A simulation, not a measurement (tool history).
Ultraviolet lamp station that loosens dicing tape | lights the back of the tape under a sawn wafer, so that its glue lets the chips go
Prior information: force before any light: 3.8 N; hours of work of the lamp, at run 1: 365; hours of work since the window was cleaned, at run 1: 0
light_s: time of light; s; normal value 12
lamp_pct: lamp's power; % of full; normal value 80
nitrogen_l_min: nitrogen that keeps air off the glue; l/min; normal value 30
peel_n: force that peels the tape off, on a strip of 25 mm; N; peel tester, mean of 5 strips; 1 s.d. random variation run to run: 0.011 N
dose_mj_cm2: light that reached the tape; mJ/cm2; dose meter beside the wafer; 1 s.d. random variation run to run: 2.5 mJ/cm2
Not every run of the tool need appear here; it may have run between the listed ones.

run,hour,light_s,lamp_pct,nitrogen_l_min,hours of work of the lamp,hours of work since the window was cleaned,peel_n,dose_mj_cm2
1,0.0,12,80,30,365,0,0.456,287
2,29.2,12,92,30,378,13,0.354,323
3,65.3,12,92,30,394,28,0.343,335
4,99.6,12,92,30,409,43,0.356,326
5,130.6,12,80,30,422,57,0.466,281
6,163.8,12,80,30,437,71,0.450,287
7,191.5,12,80,30,449,84,0.460,281
8,221.5,12,80,30,462,97,0.468,284
9,277.4,12,80,30,486,121,0.465,286
10,328.2,12,80,30,508,143,0.471,279
11,382.1,12,83,30,532,167,0.435,293
12,427.4,12,83,20,552,186,0.570,292
13,475.4,16,83,20,573,207,0.335,396
14,502.8,16,83,20,584,219,0.325,393
15,539.6,16,83,20,601,235,0.339,396
16,575.3,16,83,20,616,251,0.322,393
# hour 628.9: window cleaned of glue's vapour
17,629.1,16,83,20,639,0,0.348,390
# hour 644.5: lamp changed
18,662.3,12,80,30,8,14,0.459,283
19,719.0,12,80,30,32,39,0.455,286
20,772.2,12,80,30,56,62,0.475,285
21,822.2,12,80,30,78,84,0.464,286
22,865.8,12,80,30,97,103,0.474,284
23,923.8,12,91,12,122,128,0.713,323
24,949.9,17,91,11,133,140,0.417,454
25,978.6,22,73,12,146,152,0.336,475
26,1025.8,22,73,12,166,173,0.352,472
27,1063.1,6,97,17,183,189,1.286,171
28,1107.9,14,77,33,202,208,0.334,321
29,1163.0,6,78,15,226,232,1.714,138
30,1207.8,8,93,22,246,252,0.858,220
# hour 1259.2: window cleaned of glue's vapour
31,1268.9,8,93,22,272,4,0.881,224
32,1295.3,15,90,28,284,16,0.224,403
33,1322.4,15,90,28,295,28,0.243,395
34,1352.3,7,90,42,308,41,0.774,186
35,1406.2,15,90,10,332,64,0.562,399
36,1444.1,21,90,10,348,81,0.291,558
37,1493.4,12,80,53,370,102,0.313,286
38,1550.9,6,61,20,395,127,1.935,107
39,1610.8,6,64,14,421,153,2.033,112
40,1646.9,6,62,13,437,169,2.150,109
41,1702.9,19,83,39,461,193,0.129,466

Take each entry between the runs: how does the hidden state at the last listed run before it differ from the hidden state at the first listed run after it?
In the gap between runs 16 and 17: window cleaned of glue's vapour (hour 628.9)
  light that the window lets through, % of a clean one's: 99.9 -> 100
In the gap between runs 17 and 18: lamp changed (hour 644.5)
  lamp's light, % of a new lamp's: 99.6 -> 100
In the gap between runs 30 and 31: window cleaned of glue's vapour (hour 1259.2)
  light that the window lets through, % of a clean one's: 99.9 -> 100
